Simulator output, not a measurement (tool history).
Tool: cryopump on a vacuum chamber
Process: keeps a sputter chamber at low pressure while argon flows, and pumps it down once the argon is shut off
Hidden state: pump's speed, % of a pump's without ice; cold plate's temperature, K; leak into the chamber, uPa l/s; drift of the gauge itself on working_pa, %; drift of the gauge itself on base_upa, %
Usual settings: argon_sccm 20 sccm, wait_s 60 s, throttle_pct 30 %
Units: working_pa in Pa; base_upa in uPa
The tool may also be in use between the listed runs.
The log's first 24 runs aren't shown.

run   hour  argon_sccm  wait_s  throttle_pct  hours of work since the pump was warmed up and emptied  hours of work since the cold head was overhauled  hours of work since the chamber's fittings were tightened  working_pa  base_upa
 25  660.3          20     112            30                                                     662                                               662                                                       3323      0.0907      2.56
 26  677.1          20     161            30                                                     669                                               669                                                       3331      0.0884      2.51
 27  704.6          20     161            30                                                     682                                               682                                                       3344      0.0904      2.52
 28  728.9          22     161            48                                                     694                                               694                                                       3355      0.0636      2.54
 29  749.3          22      55            55                                                     703                                               703                                                       3365      0.0552      2.96
 30  768.2          10      52            30                                                     712                                               712                                                       3374      0.0449      2.82
 31  798.1          35      49            15                                                     726                                               726                                                       3387       0.312      2.89
 32  818.4          35      49            15                                                     736                                               736                                                       3397      0.3109      2.99
 33  834.3          10     182            20                                                     743                                               743                                                       3404      0.0662      2.67
 34  862.8          10     182            20                                                     756                                               756                                                       3418      0.0667      2.56
 35  894.6           8      70            30                                                     771                                               771                                                       3433      0.0375      2.82

Forecast each of these 3 alternatives for the next run:
  A  919.1          12      21            30                                                     783                                               783                                                       3444           ?         ?
  B  919.1          38     232            48                                                     783                                               783                                                       3444           ?         ?
  C  919.1           8     100            30                                                     783                                               783                                                       3444           ?         ?

run  working_pa  base_upa
  A      0.0553      3.92
  B      0.1121      2.55
  C      0.0363      2.79
Without the tool's hidden state the same runs would have given:
run  working_pa  base_upa
  A      0.0529      1.73
  B      0.1043      0.38
  C      0.0346      0.52
